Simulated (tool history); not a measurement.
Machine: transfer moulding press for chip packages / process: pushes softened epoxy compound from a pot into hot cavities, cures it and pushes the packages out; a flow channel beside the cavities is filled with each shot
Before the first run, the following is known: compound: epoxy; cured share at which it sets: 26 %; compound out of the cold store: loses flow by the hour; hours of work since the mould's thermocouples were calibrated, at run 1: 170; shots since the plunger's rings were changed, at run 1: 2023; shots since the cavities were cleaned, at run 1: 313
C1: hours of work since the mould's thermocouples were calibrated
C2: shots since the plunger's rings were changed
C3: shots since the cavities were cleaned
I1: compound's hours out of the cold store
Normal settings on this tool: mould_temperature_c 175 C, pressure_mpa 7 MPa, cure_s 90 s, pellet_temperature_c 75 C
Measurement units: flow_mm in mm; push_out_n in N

{"run": 1, "day": 0.0, "mould_temperature_c": 175, "pressure_mpa": 7, "cure_s": 90, "pellet_temperature_c": 75, "C1": 170, "C2": 2023, "C3": 313, "I1": 29.9, "flow_mm": 670, "push_out_n": 455}
{"day": 0.492, "done": "cavities cleaned with cleaning compound and waxed"}
{"day": 1.942, "done": "cavities cleaned with cleaning compound and waxed"}
{"run": 2, "day": 2.608, "mould_temperature_c": 181, "pressure_mpa": 7, "cure_s": 90, "pellet_temperature_c": 75, "C1": 211, "C2": 2846, "C3": 221, "I1": 45.7, "flow_mm": 616, "push_out_n": 324}
{"day": 3.375, "done": "cavities cleaned with cleaning compound and waxed"}
{"run": 3, "day": 3.938, "mould_temperature_c": 181, "pressure_mpa": 7, "cure_s": 90, "pellet_temperature_c": 75, "C1": 232, "C2": 3265, "C3": 187, "I1": 23, "flow_mm": 675, "push_out_n": 322}
{"day": 4.85, "done": "cavities cleaned with cleaning compound and waxed"}
{"day": 6.325, "done": "cavities cleaned with cleaning compound and waxed"}
{"run": 4, "day": 6.575, "mould_temperature_c": 181, "pressure_mpa": 7, "cure_s": 90, "pellet_temperature_c": 75, "C1": 273, "C2": 4096, "C3": 83, "I1": 11.2, "flow_mm": 696, "push_out_n": 259}
{"day": 7.796, "done": "cavities cleaned with cleaning compound and waxed"}
{"run": 5, "day": 7.871, "mould_temperature_c": 181, "pressure_mpa": 7, "cure_s": 90, "pellet_temperature_c": 75, "C1": 294, "C2": 4505, "C3": 25, "I1": 11.6, "flow_mm": 690, "push_out_n": 253}
{"day": 8.55, "done": "plunger's sealing rings changed"}
{"day": 9.262, "done": "cavities cleaned with cleaning compound and waxed"}
{"run": 6, "day": 9.288, "mould_temperature_c": 181, "pressure_mpa": 7, "cure_s": 90, "pellet_temperature_c": 75, "C1": 314, "C2": 224, "C3": 9, "I1": 16.6, "flow_mm": 698, "push_out_n": 222}
{"day": 10.692, "done": "cavities cleaned with cleaning compound and waxed"}
{"run": 7, "day": 11.088, "mould_temperature_c": 181, "pressure_mpa": 7, "cure_s": 90, "pellet_temperature_c": 75, "C1": 343, "C2": 799, "C3": 131, "I1": 41.1, "flow_mm": 637, "push_out_n": 297}
{"day": 12.146, "done": "cavities cleaned with cleaning compound and waxed"}
{"run": 8, "day": 13.146, "mould_temperature_c": 168, "pressure_mpa": 7, "cure_s": 90, "pellet_temperature_c": 75, "C1": 376, "C2": 1461, "C3": 332, "I1": 40.7, "flow_mm": 655, "push_out_n": 674}
{"day": 13.592, "done": "cavities cleaned with cleaning compound and waxed"}
{"day": 15.017, "done": "cavities cleaned with cleaning compound and waxed"}
{"run": 9, "day": 15.6, "mould_temperature_c": 175, "pressure_mpa": 7, "cure_s": 90, "pellet_temperature_c": 74, "C1": 414, "C2": 2230, "C3": 192, "I1": 15, "flow_mm": 703, "push_out_n": 393}
{"day": 16.442, "done": "cavities cleaned with cleaning compound and waxed"}
{"run": 10, "day": 17.317, "mould_temperature_c": 175, "pressure_mpa": 7, "cure_s": 90, "pellet_temperature_c": 74, "C1": 442, "C2": 2778, "C3": 289, "I1": 10.7, "flow_mm": 714, "push_out_n": 435}
{"day": 17.796, "done": "cavities cleaned with cleaning compound and waxed"}
{"day": 19.171, "done": "cavities cleaned with cleaning compound and waxed"}
{"run": 11, "day": 19.662, "mould_temperature_c": 175, "pressure_mpa": 7, "cure_s": 79, "pellet_temperature_c": 75, "C1": 478, "C2": 3515, "C3": 163, "I1": 38.8, "flow_mm": 639, "push_out_n": 501}
{"day": 20.621, "done": "cavities cleaned with cleaning compound and waxed"}
{"run": 12, "day": 21.829, "mould_temperature_c": 175, "pressure_mpa": 7.99, "cure_s": 90, "pellet_temperature_c": 75, "C1": 513, "C2": 4211, "C3": 400, "I1": 19.8, "flow_mm": 733, "push_out_n": 460}
{"day": 22.125, "done": "cavities cleaned with cleaning compound and waxed"}
{"run": 13, "day": 23.142, "mould_temperature_c": 173, "pressure_mpa": 7, "cure_s": 107, "pellet_temperature_c": 75, "C1": 534, "C2": 4625, "C3": 337, "I1": 47.5, "flow_mm": 616, "push_out_n": 369}
{"day": 23.412, "done": "plunger's sealing rings changed"}
{"day": 23.675, "done": "cavities cleaned with cleaning compound and waxed"}
{"day": 25.108, "done": "cavities cleaned with cleaning compound and waxed"}
{"run": 14, "day": 25.733, "mould_temperature_c": 181, "pressure_mpa": 7.51, "cure_s": 90, "pellet_temperature_c": 75, "C1": 573, "C2": 727, "C3": 207, "I1": 44.6, "flow_mm": 653, "push_out_n": 305}
{"day": 26.475, "done": "cavities cleaned with cleaning compound and waxed"}
{"day": 28.017, "done": "cavities cleaned with cleaning compound and waxed"}
{"run": 15, "day": 28.292, "mould_temperature_c": 181, "pressure_mpa": 7, "cure_s": 90, "pellet_temperature_c": 84, "C1": 613, "C2": 1533, "C3": 91, "I1": 31.6, "flow_mm": 660, "push_out_n": 271}
{"day": 29.412, "done": "cavities cleaned with cleaning compound and waxed"}
{"run": 16, "day": 29.412, "mould_temperature_c": 181, "pressure_mpa": 7, "cure_s": 90, "pellet_temperature_c": 84, "C1": 630, "C2": 1884, "C3": 0, "I1": 8.6, "flow_mm": 715, "push_out_n": 220}
{"day": 30.796, "done": "cavities cleaned with cleaning compound and waxed"}
{"run": 17, "day": 31.583, "mould_temperature_c": 181, "pressure_mpa": 7, "cure_s": 90, "pellet_temperature_c": 84, "C1": 665, "C2": 2582, "C3": 261, "I1": 10.5, "flow_mm": 708, "push_out_n": 331}
{"day": 32.171, "done": "cavities cleaned with cleaning compound and waxed"}
{"run": 18, "day": 33.367, "mould_temperature_c": 181, "pressure_mpa": 7, "cure_s": 90, "pellet_temperature_c": 84, "C1": 694, "C2": 3152, "C3": 396, "I1": 37.1, "flow_mm": 636, "push_out_n": 358}
{"day": 33.658, "done": "cavities cleaned with cleaning compound and waxed"}
{"run": 19, "day": 34.671, "mould_temperature_c": 168, "pressure_mpa": 7, "cure_s": 122, "pellet_temperature_c": 69, "C1": 714, "C2": 3563, "C3": 336, "I1": 9.8, "flow_mm": 721, "push_out_n": 383}
{"day": 35.121, "done": "cavities cleaned with cleaning compound and waxed"}
{"day": 36.533, "done": "cavities cleaned with cleaning compound and waxed"}
{"run": 20, "day": 36.562, "mould_temperature_c": 181, "pressure_mpa": 6.21, "cure_s": 101, "pellet_temperature_c": 78, "C1": 743, "C2": 4148, "C3": 11, "I1": 40.8, "flow_mm": 589, "push_out_n": 206}
{"day": 37.996, "done": "cavities cleaned with cleaning compound and waxed"}
{"day": 38.467, "done": "plunger's sealing rings changed"}
{"run": 21, "day": 38.933, "mould_temperature_c": 175, "pressure_mpa": 7, "cure_s": 117, "pellet_temperature_c": 79, "C1": 780, "C2": 154, "C3": 276, "I1": 45.7, "flow_mm": 633, "push_out_n": 310}

For each entry between runs, how does the tool's hidden state at the last listed run before it compare with that at the first listed run after it?
Between runs 1 and 2: cavities cleaned with cleaning compound and waxed (day 0.492); cavities cleaned with cleaning compound and waxed (day 1.942)
  true mould temperature over the reading, C: 0.18 -> 0.29; pressure that reaches the compound, % of what is set: 96.96 -> 95.78; grip of the stained cavities, % over clean ones': 61 -> 50.7
  difference, measured minus the result without the unlogged condition, flow_mm: -11 -> -14 mm; push_out_n: +169 -> +110 N
Between runs 2 and 3: cavities cleaned with cleaning compound and waxed (day 3.375)
  true mould temperature over the reading, C: 0.29 -> 0.34; pressure that reaches the compound, % of what is set: 95.78 -> 95.17; grip of the stained cavities, % over clean ones': 50.7 -> 46
  difference, measured minus the result without the unlogged condition, flow_mm: -14 -> -17 mm; push_out_n: +110 -> +100 N
Between runs 3 and 4: cavities cleaned with cleaning compound and waxed (day 4.85); cavities cleaned with cleaning compound and waxed (day 6.325)
  true mould temperature over the reading, C: 0.34 -> 0.44; pressure that reaches the compound, % of what is set: 95.17 -> 94.16; grip of the stained cavities, % over clean ones': 46 -> 20.1
  difference, measured minus the result without the unlogged condition, flow_mm: -17 -> -22 mm; push_out_n: +100 -> +41 N
Between runs 4 and 5: cavities cleaned with cleaning compound and waxed (day 7.796)
  true mould temperature over the reading, C: 0.44 -> 0.49; pressure that reaches the compound, % of what is set: 94.16 -> 93.6; grip of the stained cavities, % over clean ones': 20.1 -> 7.7
  difference, measured minus the result without the unlogged condition, flow_mm: -22 -> -24 mm; push_out_n: +41 -> +15 N
Between runs 5 and 6: plunger's sealing rings changed (day 8.55); cavities cleaned with cleaning compound and waxed (day 9.262)
  true mould temperature over the reading, C: 0.49 -> 0.54; pressure that reaches the compound, % of what is set: 93.6 -> 99.09; grip of the stained cavities, % over clean ones': 7.7 -> 3.6
  difference, measured minus the result without the unlogged condition, flow_mm: -24 -> -4 mm; push_out_n: +15 -> +5 N
Between runs 6 and 7: cavities cleaned with cleaning compound and waxed (day 10.692)
  true mould temperature over the reading, C: 0.54 -> 0.6; pressure that reaches the compound, % of what is set: 99.09 -> 98.39; grip of the stained cavities, % over clean ones': 3.6 -> 37.7
  difference, measured minus the result without the unlogged condition, flow_mm: -4 -> -6 mm; push_out_n: +5 -> +82 N
Between runs 7 and 8: cavities cleaned with cleaning compound and waxed (day 12.146)
  true mould temperature over the reading, C: 0.6 -> 0.69; pressure that reaches the compound, % of what is set: 98.39 -> 97.54; grip of the stained cavities, % over clean ones': 37.7 -> 66.4
  difference, measured minus the result without the unlogged condition, flow_mm: -6 -> -9 mm; push_out_n: +82 -> +250 N
Between runs 8 and 9: cavities cleaned with cleaning compound and waxed (day 13.592); cavities cleaned with cleaning compound and waxed (day 15.017)
  true mould temperature over the reading, C: 0.69 -> 0.79; pressure that reaches the compound, % of what is set: 97.54 -> 96.49; grip of the stained cavities, % over clean ones': 66.4 -> 42.5
  difference, measured minus the result without the unlogged condition, flow_mm: -9 -> -14 mm; push_out_n: +250 -> +104 N
Between runs 9 and 10: cavities cleaned with cleaning compound and waxed (day 16.442)
  true mould temperature over the reading, C: 0.79 -> 0.86; pressure that reaches the compound, % of what is set: 96.49 -> 95.73; grip of the stained cavities, % over clean ones': 42.5 -> 56.4
  difference, measured minus the result without the unlogged condition, flow_mm: -14 -> -17 mm; push_out_n: +104 -> +143 N
Between runs 10 and 11: cavities cleaned with cleaning compound and waxed (day 17.796); cavities cleaned with cleaning compound and waxed (day 19.171)
  true mould temperature over the reading, C: 0.86 -> 0.95; pressure that reaches the compound, % of what is set: 95.73 -> 94.76; grip of the stained cavities, % over clean ones': 56.4 -> 41.9
  difference, measured minus the result without the unlogged condition, flow_mm: -17 -> -19 mm; push_out_n: +143 -> +125 N
Between runs 11 and 12: cavities cleaned with cleaning compound and waxed (day 20.621)
  true mould temperature over the reading, C: 0.95 -> 1.03; pressure that reaches the compound, % of what is set: 94.76 -> 93.84; grip of the stained cavities, % over clean ones': 41.9 -> 74.6
  difference, measured minus the result without the unlogged condition, flow_mm: -19 -> -25 mm; push_out_n: +125 -> +184 N
Between runs 12 and 13: cavities cleaned with cleaning compound and waxed (day 22.125)
  true mould temperature over the reading, C: 1.03 -> 1.08; pressure that reaches the compound, % of what is set: 93.84 -> 93.22; grip of the stained cavities, % over clean ones': 74.6 -> 68.8
  difference, measured minus the result without the unlogged condition, flow_mm: -25 -> -23 mm; push_out_n: +184 -> +143 N
Between runs 13 and 14: plunger's sealing rings changed (day 23.412); cavities cleaned with cleaning compound and waxed (day 23.675); cavities cleaned with cleaning compound and waxed (day 25.108)
  true mould temperature over the reading, C: 1.08 -> 1.18; pressure that reaches the compound, % of what is set: 93.22 -> 98.27; grip of the stained cavities, % over clean ones': 68.8 -> 49.4
  difference, measured minus the result without the unlogged condition, flow_mm: -23 -> -8 mm; push_out_n: +143 -> +98 N
Between runs 14 and 15: cavities cleaned with cleaning compound and waxed (day 26.475); cavities cleaned with cleaning compound and waxed (day 28.017)
  true mould temperature over the reading, C: 1.18 -> 1.28; pressure that reaches the compound, % of what is set: 98.27 -> 97.21; grip of the stained cavities, % over clean ones': 49.4 -> 23.9
  difference, measured minus the result without the unlogged condition, flow_mm: -8 -> -12 mm; push_out_n: +98 -> +47 N
Between runs 15 and 16: cavities cleaned with cleaning compound and waxed (day 29.412)
  true mould temperature over the reading, C: 1.28 -> 1.32; pressure that reaches the compound, % of what is set: 97.21 -> 96.77; grip of the stained cavities, % over clean ones': 23.9 -> 3.5
  difference, measured minus the result without the unlogged condition, flow_mm: -12 -> -13 mm; push_out_n: +47 -> +2 N
Between runs 16 and 17: cavities cleaned with cleaning compound and waxed (day 30.796)
  true mould temperature over the reading, C: 1.32 -> 1.4; pressure that reaches the compound, % of what is set: 96.77 -> 95.87; grip of the stained cavities, % over clean ones': 3.5 -> 55.7
  difference, measured minus the result without the unlogged condition, flow_mm: -13 -> -17 mm; push_out_n: +2 -> +114 N
Between runs 17 and 18: cavities cleaned with cleaning compound and waxed (day 32.171)
  true mould temperature over the reading, C: 1.4 -> 1.47; pressure that reaches the compound, % of what is set: 95.87 -> 95.13; grip of the stained cavities, % over clean ones': 55.7 -> 72.6
  difference, measured minus the result without the unlogged condition, flow_mm: -17 -> -18 mm; push_out_n: +114 -> +146 N
Between runs 18 and 19: cavities cleaned with cleaning compound and waxed (day 33.658)
  true mould temperature over the reading, C: 1.47 -> 1.52; pressure that reaches the compound, % of what is set: 95.13 -> 94.57; grip of the stained cavities, % over clean ones': 72.6 -> 62.3
  difference, measured minus the result without the unlogged condition, flow_mm: -18 -> -23 mm; push_out_n: +146 -> +131 N
Between runs 19 and 20: cavities cleaned with cleaning compound and waxed (day 35.121); cavities cleaned with cleaning compound and waxed (day 36.533)
  true mould temperature over the reading, C: 1.52 -> 1.6; pressure that reaches the compound, % of what is set: 94.57 -> 93.79; grip of the stained cavities, % over clean ones': 62.3 -> 3
  difference, measured minus the result without the unlogged condition, flow_mm: -23 -> -21 mm; push_out_n: +131 -> +4 N
Between runs 20 and 21: cavities cleaned with cleaning compound and waxed (day 37.996); plunger's sealing rings changed (day 38.467)
  true mould temperature over the reading, C: 1.6 -> 1.7; pressure that reaches the compound, % of what is set: 93.79 -> 99.52; grip of the stained cavities, % over clean ones': 3 -> 54.9
  difference, measured minus the result without the unlogged condition, flow_mm: -21 -> -4 mm; push_out_n: +4 -> +105 N

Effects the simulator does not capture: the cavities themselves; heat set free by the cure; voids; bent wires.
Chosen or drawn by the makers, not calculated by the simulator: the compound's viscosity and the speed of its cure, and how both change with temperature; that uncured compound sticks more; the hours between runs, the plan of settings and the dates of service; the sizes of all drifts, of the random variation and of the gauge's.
